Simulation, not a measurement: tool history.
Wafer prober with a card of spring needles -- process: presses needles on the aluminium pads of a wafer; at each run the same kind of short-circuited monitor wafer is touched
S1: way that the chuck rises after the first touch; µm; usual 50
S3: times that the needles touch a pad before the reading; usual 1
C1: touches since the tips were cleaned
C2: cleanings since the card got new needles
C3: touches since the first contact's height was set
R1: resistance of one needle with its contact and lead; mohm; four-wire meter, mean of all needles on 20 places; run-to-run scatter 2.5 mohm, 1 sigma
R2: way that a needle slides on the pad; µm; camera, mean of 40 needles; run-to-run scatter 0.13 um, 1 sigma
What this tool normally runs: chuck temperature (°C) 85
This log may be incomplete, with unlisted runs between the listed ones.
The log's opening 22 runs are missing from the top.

At day 11.138: tips cleaned on abrasive film.
Run 23, day 11.342: usual settings but S1 32 µm, chuck temperature (°C) 106, S3 3; C1 1604; C2 80; C3 29371. Result: R1 338 mohm, R2 6.39 µm.
At day 11.379: tips cleaned on abrasive film.
At day 11.629: tips cleaned on abrasive film.
Run 24, day 11.683: usual settings but chuck temperature (°C) 64, S3 2; C1 429; C2 82; C3 32020. Result: R1 292 mohm, R2 9.99 µm.
At day 11.883: tips cleaned on abrasive film.
At day 12.146: tips cleaned on abrasive film.
Run 25, day 12.292: usual settings but S1 65 µm, chuck temperature (°C) 45; C1 1146; C2 84; C3 36736. Result: R1 296 mohm, R2 12.81 µm.
At day 12.400: tips cleaned on abrasive film.
At day 12.638: tips cleaned on abrasive film.
Run 26, day 12.838: usual settings but S1 65 µm, chuck temperature (°C) 45; C1 1588; C2 86; C3 40978. Result: R1 295 mohm, R2 13.11 µm.
At day 12.871: tips cleaned on abrasive film.
At day 13.117: tips cleaned on abrasive film.
Run 27, day 13.288: usual settings but S1 36 µm, chuck temperature (°C) 56; C1 1375; C2 88; C3 44474. Result: R1 358 mohm, R2 6.85 µm.
At day 13.400: tips cleaned on abrasive film.
At day 13.646: tips cleaned on abrasive film.
Run 28, day 13.767: usual settings but chuck temperature (°C) 28; C1 940; C2 90; C3 48155. Result: R1 297 mohm, R2 9.77 µm.
At day 13.875: tips cleaned on abrasive film.
At day 14.129: tips cleaned on abrasive film.
At day 14.375: tips cleaned on abrasive film.
Run 29, day 14.417: usual settings but S1 43 µm, chuck temperature (°C) 31, S3 2; C1 313; C2 93; C3 53188. Result: R1 281 mohm, R2 8.12 µm.
At day 14.646: tips cleaned on abrasive film.
At day 14.879: tips cleaned on abrasive film.
Run 30, day 14.942: usual settings but S1 40 µm, chuck temperature (°C) 47; C1 486; C2 95; C3 57257. Result: R1 319 mohm, R2 7.73 µm.

Consider 3 possible next runs. They are alternatives, not a sequence: every one starts from the tool as it was left by run 30. What does each give?
At day 15.138: tips cleaned on abrasive film.
Run A, day 15.250: usual settings but S1 44 µm; C1 897; C2 96; C3 59666. Result: R1 ?, R2 ?.
At day 15.138: tips cleaned on abrasive film.
Run B, day 15.250: usual settings but S1 46 µm, chuck temperature (°C) 42; C1 897; C2 96; C3 59666. Result: R1 ?, R2 ?.
At day 15.138: tips cleaned on abrasive film.
Run C, day 15.250: usual settings but S3 2; C1 897; C2 96; C3 59666. Result: R1 ?, R2 ?.

run   R1    R2
  A  322  8.49
  B  309  8.89
  C  304  9.50
With the hidden condition removed and each run's random variation left untouched, the same runs would have given:
run   R1     R2
  A  282   9.14
  B  271   9.53
  C  283  10.14
